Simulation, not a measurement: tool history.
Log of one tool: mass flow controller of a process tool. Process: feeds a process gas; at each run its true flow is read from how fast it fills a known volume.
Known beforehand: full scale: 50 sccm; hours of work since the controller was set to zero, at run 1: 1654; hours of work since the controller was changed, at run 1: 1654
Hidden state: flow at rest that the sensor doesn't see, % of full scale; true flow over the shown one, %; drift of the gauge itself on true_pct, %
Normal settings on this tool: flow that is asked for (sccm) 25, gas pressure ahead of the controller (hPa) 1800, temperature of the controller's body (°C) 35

run,hour,flow that is asked for (sccm),gas pressure ahead of the controller (hPa),temperature of the controller's body (°C),hours of work since the controller was set to zero,hours of work since the controller was changed,true flow (%)
1,0,25,1800,35,1654,1654,99.98
2,373.4,25,1800,35,1946,1946,99.98
3,869.1,25,1800,35,2335,2335,99.94
4,1363.4,25,1800,35,2723,2723,100.04
5,1851.4,25,1800,35,3106,3106,100.08
6,2323.2,25,1520,35,3476,3476,100.01
7,2550.8,25,1520,35,3655,3655,99.84
8,2831.9,25,1800,25,3875,3875,99.44
9,3218.6,25,1800,25,4178,4178,99.35
10,3624.9,39,1800,25,4497,4497,100.39
11,4083.5,25,1800,35,4857,4857,100.29
12,4569.9,25,1800,35,5239,5239,100.19
13,4832.4,34,1800,35,5445,5445,101
14,5113.3,12,1800,35,5665,5665,98.17
# hour 5413.5: controller's zero set anew
15,5502.2,12,2210,35,70,5970,101.7
16,5867.5,6,2210,22,356,6256,100.22
17,6342.7,29,1610,24,729,6629,101.25
18,6808.1,8,1760,35,1094,6994,100.88
19,7041.4,8,1760,35,1277,7177,100.61
20,7371.2,8,1760,35,1536,7436,100.5
21,7813.2,8,1760,23,1883,7783,99.48
22,8097.9,8,1760,23,2106,8006,99.3
23,8489.4,17,1800,35,2413,8313,101.56
24,8800.8,17,1800,35,2657,8557,101.43
25,9117.9,6,1460,27,2906,8806,98.09
26,9520,5,2690,30,3221,9121,97.96

Consider 3 possible next runs. They are alternatives, not a sequence: every one starts from the tool as it was left by run 26. What does each give?
A,9771.1,41,2740,32,3419,9318,?
B,9771.1,6,1800,35,3419,9318,?
C,9771.1,10,1930,34,3419,9318,?

run,true flow (%)
A,103.41
B,98.37
C,100.13
Without the tool's unlogged condition, the same runs would have read:
run,true flow (%)
A,100.75
B,99.31
C,99.39
